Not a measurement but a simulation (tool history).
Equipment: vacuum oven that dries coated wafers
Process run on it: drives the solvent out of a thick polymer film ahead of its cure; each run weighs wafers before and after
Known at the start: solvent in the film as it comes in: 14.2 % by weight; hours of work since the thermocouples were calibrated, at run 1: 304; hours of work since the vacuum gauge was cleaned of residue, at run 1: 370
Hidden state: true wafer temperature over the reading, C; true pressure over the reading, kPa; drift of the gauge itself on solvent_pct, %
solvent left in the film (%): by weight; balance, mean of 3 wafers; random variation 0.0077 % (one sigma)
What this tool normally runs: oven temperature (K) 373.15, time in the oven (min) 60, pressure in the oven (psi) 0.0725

run	hour	oven temperature (K)	time in the oven (min)	pressure in the oven (psi)	hours of work since the thermocouples were calibrated	hours of work since the vacuum gauge was cleaned of residue	solvent left in the film (%)
1	0	373.15	60	0.0725	304	370	1.331
2	13.9	373.15	60	0.0725	314	380	1.322
3	22.7	373.15	60	0.0725	320	387	1.335
4	36.5	373.15	46	0.0725	330	397	2.15
5	51.1	373.15	46	0.1228	341	407	2.247
6	64.8	373.15	60	0.0421	351	417	1.275
7	80.2	373.15	60	0.0999	362	428	1.383
8	95.4	373.15	60	0.0999	373	439	1.391
9	108.6	373.15	60	0.046	382	449	1.278
10	122.6	373.15	60	0.046	392	459	1.278
11	129.2	373.15	47	0.0725	397	464	2.068
# hour 132.2: oven's thermocouples calibrated
12	141.7	370.15	47	0.0716	7	471	2.564
13	150.5	387.15	65	0.0676	13	478	0.23
14	159.6	379.15	86	0.0676	20	484	0.298
15	168.8	379.15	86	0.0676	26	491	0.29
16	179.7	365.15	86	0.1704	34	499	1.64
17	190.8	384.15	39	0.0548	42	507	1.105
18	200.1	384.15	39	0.0548	49	513	1.116
# hour 203.2: oven's thermocouples calibrated, once more
19	213.7	381.15	74	0.154	8	522	0.479
20	223.6	364.15	43	0.1675	15	529	4.384

Forecast each of these 4 alternatives for the next run:
A	230.3	360.15	58	0.1701	20	534	?
B	230.3	364.15	51	0.0605	20	534	?
C	230.3	364.15	62	0.1675	20	534	?
D	230.3	364.15	54	0.0384	20	534	?

run	solvent left in the film (%)
A	3.986
B	3.443
C	2.91
D	3.163
What these runs would have given with no unlogged condition in the tool:
run	solvent left in the film (%)
A	3.923
B	3.386
C	2.851
D	3.106
